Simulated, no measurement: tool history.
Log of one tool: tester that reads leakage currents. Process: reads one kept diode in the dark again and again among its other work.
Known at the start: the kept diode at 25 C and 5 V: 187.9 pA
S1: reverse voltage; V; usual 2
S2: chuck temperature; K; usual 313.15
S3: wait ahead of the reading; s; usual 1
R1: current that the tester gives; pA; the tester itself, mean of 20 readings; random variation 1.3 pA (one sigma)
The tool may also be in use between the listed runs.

run	day	S1	S2	S3	R1
1	0	2	313.15	1	456.71
2	1.542	2	313.15	1	455.31
3	3.058	5.2	313.15	1	734.33
4	5.421	2	313.15	1	458.19
5	8.258	2	313.15	1	463.88
6	10.392	2	313.15	1	461.16
7	11.8	3.42	313.15	1	604.48
8	13.621	3.42	313.15	1.09	606.22
9	16.233	1.48	319.15	0.43	642.22
10	18.896	2.36	294.15	1.91	105.53
11	21.704	2.36	294.15	1.91	106.19
12	24.621	2.36	294.15	1.91	107.33
13	26.962	2.36	294.15	1.91	107.7
14	29.192	2.85	313.15	1	567.54
# day 30.483: chuck's temperature calibrated
15	31.283	2.85	313.15	1	504.3

4 ways to go on from here, each from the tool as it stands after run 15. What would each give?
A	32.979	14.27	309.15	1.16	?
B	32.979	1.36	302.15	1	?
C	32.979	1.23	313.15	1	?
D	32.979	9.79	313.15	0.62	?

run	R1
A	833.98
B	143.07
C	333.93
D	948.72
Without the tool's hidden state the same runs would have given:
run	R1
A	806.35
B	140.43
C	331.66
D	929.89

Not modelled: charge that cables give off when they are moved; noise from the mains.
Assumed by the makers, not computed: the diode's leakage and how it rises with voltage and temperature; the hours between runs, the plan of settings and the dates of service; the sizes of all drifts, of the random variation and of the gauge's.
